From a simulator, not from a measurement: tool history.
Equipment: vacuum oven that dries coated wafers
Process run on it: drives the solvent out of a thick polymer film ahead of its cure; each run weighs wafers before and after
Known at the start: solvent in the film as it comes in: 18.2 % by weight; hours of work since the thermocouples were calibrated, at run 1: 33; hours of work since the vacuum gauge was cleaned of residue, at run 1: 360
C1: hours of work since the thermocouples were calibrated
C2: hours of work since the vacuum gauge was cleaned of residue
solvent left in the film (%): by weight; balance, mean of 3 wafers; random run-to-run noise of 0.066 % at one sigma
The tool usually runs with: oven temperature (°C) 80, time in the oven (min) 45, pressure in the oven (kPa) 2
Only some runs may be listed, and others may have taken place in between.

Run 1, hour 0: usual settings; C1 33; C2 360. Result: solvent left in the film (%) 4.45.
Run 2, hour 50.1: usual settings; C1 56; C2 383. Result: solvent left in the film (%) 4.39.
Run 3, hour 78: usual settings but oven temperature (°C) 72; C1 69; C2 396. Result: solvent left in the film (%) 6.55.
Run 4, hour 122.6: usual settings but oven temperature (°C) 72; C1 90; C2 417. Result: solvent left in the film (%) 6.52.
Run 5, hour 155.1: usual settings but oven temperature (°C) 72; C1 106; C2 432. Result: solvent left in the film (%) 6.53.
Run 6, hour 185.2: usual settings but pressure in the oven (kPa) 6.03; C1 120; C2 447. Result: solvent left in the film (%) 6.77.
Run 7, hour 229: usual settings but pressure in the oven (kPa) 6.03; C1 140; C2 467. Result: solvent left in the film (%) 6.59.
Run 8, hour 277.2: usual settings but time in the oven (min) 41, pressure in the oven (kPa) 6.03; C1 163; C2 490. Result: solvent left in the film (%) 7.17.
Run 9, hour 300.5: usual settings but time in the oven (min) 41, pressure in the oven (kPa) 6.03; C1 174; C2 501. Result: solvent left in the film (%) 7.06.
Run 10, hour 348.8: usual settings but time in the oven (min) 41, pressure in the oven (kPa) 6.03; C1 197; C2 523. Result: solvent left in the film (%) 7.05.
Run 11, hour 380.4: usual settings but oven temperature (°C) 86, time in the oven (min) 29; C1 211; C2 538. Result: solvent left in the film (%) 5.01.
At hour 385.4: vacuum gauge cleaned of residue and calibrated.
Run 12, hour 405.4: usual settings but oven temperature (°C) 86, time in the oven (min) 29; C1 222; C2 9. Result: solvent left in the film (%) 5.05.
Run 13, hour 460.5: usual settings but oven temperature (°C) 74, time in the oven (min) 26, pressure in the oven (kPa) 3.15; C1 248; C2 35. Result: solvent left in the film (%) 9.28.
Run 14, hour 499.1: usual settings but time in the oven (min) 39; C1 267; C2 53. Result: solvent left in the film (%) 5.24.
Run 15, hour 526.8: usual settings but time in the oven (min) 66, pressure in the oven (kPa) 1.91; C1 280; C2 66. Result: solvent left in the film (%) 3.02.
Run 16, hour 561.1: usual settings but time in the oven (min) 53, pressure in the oven (kPa) 1.45; C1 296; C2 83. Result: solvent left in the film (%) 3.61.
Run 17, hour 598.5: usual settings but oven temperature (°C) 85, pressure in the oven (kPa) 4.61; C1 313; C2 100. Result: solvent left in the film (%) 4.63.
At hour 625.2: vacuum gauge cleaned of residue and calibrated, once more.
Run 18, hour 643.8: usual settings but oven temperature (°C) 85, pressure in the oven (kPa) 4.61; C1 334; C2 9. Result: solvent left in the film (%) 4.5.
Run 19, hour 668.5: usual settings but oven temperature (°C) 85, pressure in the oven (kPa) 4.61; C1 345; C2 20. Result: solvent left in the film (%) 4.57.
Run 20, hour 704.8: usual settings but oven temperature (°C) 85, pressure in the oven (kPa) 4.61; C1 362; C2 37. Result: solvent left in the film (%) 4.61.

What if the next run were any one of these 5? Each begins from the tool's condition after run 20:
Run A, hour 757.2: usual settings but oven temperature (°C) 94; C1 387; C2 62. Result: solvent left in the film (%) ?.
Run B, hour 757.2: usual settings but oven temperature (°C) 85, time in the oven (min) 72, pressure in the oven (kPa) 4.28; C1 387; C2 62. Result: solvent left in the film (%) ?.
Run C, hour 757.2: usual settings but oven temperature (°C) 94, pressure in the oven (kPa) 2.39; C1 387; C2 62. Result: solvent left in the film (%) ?.
Run D, hour 757.2: usual settings but oven temperature (°C) 85, time in the oven (min) 74, pressure in the oven (kPa) 4.61; C1 387; C2 62. Result: solvent left in the film (%) ?.
Run E, hour 757.2: usual settings but time in the oven (min) 67, pressure in the oven (kPa) 1.03; C1 387; C2 62. Result: solvent left in the film (%) ?.

run  solvent left in the film (%)
  A                          1.78
  B                          3.14
  C                          1.83
  D                          3.33
  E                          2.33
Had the tool no hidden state, the same runs would have come out as:
run  solvent left in the film (%)
  A                           1.7
  B                          3.03
  C                          1.75
  D                          3.22
  E                          2.22
